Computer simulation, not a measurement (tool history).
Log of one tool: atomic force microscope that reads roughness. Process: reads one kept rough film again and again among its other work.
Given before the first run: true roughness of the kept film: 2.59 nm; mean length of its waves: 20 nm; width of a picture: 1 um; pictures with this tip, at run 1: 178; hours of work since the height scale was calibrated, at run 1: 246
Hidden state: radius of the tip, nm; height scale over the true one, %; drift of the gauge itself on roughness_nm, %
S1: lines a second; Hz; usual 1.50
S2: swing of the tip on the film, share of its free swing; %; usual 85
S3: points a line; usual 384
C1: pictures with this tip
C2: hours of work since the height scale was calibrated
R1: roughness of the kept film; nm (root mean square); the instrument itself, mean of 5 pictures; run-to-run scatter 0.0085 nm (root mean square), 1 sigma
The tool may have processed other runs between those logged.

{"run": 1, "day": 0.0, "S1": 1.5, "S2": 85, "S3": 384, "C1": 178, "C2": 246, "R1": 1.355}
{"run": 2, "day": 0.483, "S1": 0.84, "S2": 85, "S3": 384, "C1": 196, "C2": 253, "R1": 1.368}
{"run": 3, "day": 0.992, "S1": 0.84, "S2": 85, "S3": 384, "C1": 214, "C2": 261, "R1": 1.337}
{"run": 4, "day": 1.433, "S1": 0.84, "S2": 85, "S3": 384, "C1": 230, "C2": 268, "R1": 1.28}
{"day": 1.654, "done": "new tip fitted"}
{"run": 5, "day": 1.971, "S1": 0.84, "S2": 85, "S3": 384, "C1": 11, "C2": 275, "R1": 1.87}
{"run": 6, "day": 2.562, "S1": 0.84, "S2": 85, "S3": 384, "C1": 32, "C2": 284, "R1": 1.768}
{"run": 7, "day": 3.15, "S1": 0.84, "S2": 56, "S3": 384, "C1": 53, "C2": 293, "R1": 1.751}
{"run": 8, "day": 3.725, "S1": 0.84, "S2": 56, "S3": 384, "C1": 74, "C2": 302, "R1": 1.678}
{"run": 9, "day": 4.108, "S1": 0.84, "S2": 56, "S3": 384, "C1": 88, "C2": 307, "R1": 1.646}
{"run": 10, "day": 4.538, "S1": 0.84, "S2": 56, "S3": 384, "C1": 103, "C2": 314, "R1": 1.619}
{"run": 11, "day": 4.921, "S1": 0.84, "S2": 56, "S3": 384, "C1": 117, "C2": 320, "R1": 1.552}
{"run": 12, "day": 5.75, "S1": 0.84, "S2": 56, "S3": 384, "C1": 146, "C2": 332, "R1": 1.481}
{"day": 5.842, "done": "height scale calibrated on a step standard"}
{"run": 13, "day": 6.617, "S1": 0.84, "S2": 56, "S3": 384, "C1": 176, "C2": 12, "R1": 1.401}
{"run": 14, "day": 7.483, "S1": 1.5, "S2": 85, "S3": 518, "C1": 207, "C2": 25, "R1": 1.246}
{"run": 15, "day": 8.038, "S1": 1.34, "S2": 89, "S3": 384, "C1": 227, "C2": 33, "R1": 1.19}
{"day": 8.358, "done": "new tip fitted"}
{"run": 16, "day": 8.762, "S1": 1.76, "S2": 59, "S3": 452, "C1": 15, "C2": 44, "R1": 1.918}
{"run": 17, "day": 9.575, "S1": 1.76, "S2": 59, "S3": 452, "C1": 44, "C2": 56, "R1": 1.781}
{"run": 18, "day": 10.192, "S1": 1.76, "S2": 59, "S3": 452, "C1": 66, "C2": 65, "R1": 1.703}
{"run": 19, "day": 10.712, "S1": 2.76, "S2": 60, "S3": 659, "C1": 85, "C2": 73, "R1": 1.616}
{"day": 10.9, "done": "height scale calibrated on a step standard, once more"}
{"run": 20, "day": 11.229, "S1": 2.76, "S2": 60, "S3": 320, "C1": 102, "C2": 5, "R1": 1.541}
{"run": 21, "day": 11.671, "S1": 1.92, "S2": 82, "S3": 777, "C1": 117, "C2": 12, "R1": 1.456}
{"run": 22, "day": 12.162, "S1": 1.37, "S2": 88, "S3": 850, "C1": 135, "C2": 19, "R1": 1.4}
{"run": 23, "day": 12.8, "S1": 1.37, "S2": 88, "S3": 850, "C1": 158, "C2": 29, "R1": 1.361}
{"run": 24, "day": 13.692, "S1": 1.31, "S2": 85, "S3": 421, "C1": 190, "C2": 42, "R1": 1.288}
{"run": 25, "day": 14.525, "S1": 0.66, "S2": 62, "S3": 348, "C1": 219, "C2": 55, "R1": 1.31}
{"day": 15.071, "done": "new tip fitted"}
{"run": 26, "day": 15.267, "S1": 0.8, "S2": 73, "S3": 795, "C1": 7, "C2": 65, "R1": 1.942}
{"run": 27, "day": 15.783, "S1": 0.71, "S2": 66, "S3": 384, "C1": 26, "C2": 73, "R1": 1.851}
{"run": 28, "day": 16.475, "S1": 0.71, "S2": 66, "S3": 384, "C1": 50, "C2": 84, "R1": 1.765}

Branching from run 28: 4 alternative next runs. What would each branch give?
{"run": "A", "day": 16.917, "S1": 0.71, "S2": 66, "S3": 279, "C1": 66, "C2": 90, "R1": "?"}
{"run": "B", "day": 16.917, "S1": 1.95, "S2": 85, "S3": 384, "C1": 66, "C2": 90, "R1": "?"}
{"run": "C", "day": 16.917, "S1": 0.71, "S2": 74, "S3": 697, "C1": 66, "C2": 90, "R1": "?"}
{"run": "D", "day": 16.917, "S1": 1.48, "S2": 59, "S3": 601, "C1": 66, "C2": 90, "R1": "?"}

run=A R1=1.675
run=B R1=1.562
run=C R1=1.703
run=D R1=1.715
Take away the tool's hidden state, keep each run's random variation, and the runs would have read:
run=A R1=1.960
run=B R1=1.828
run=C R1=1.994
run=D R1=2.006
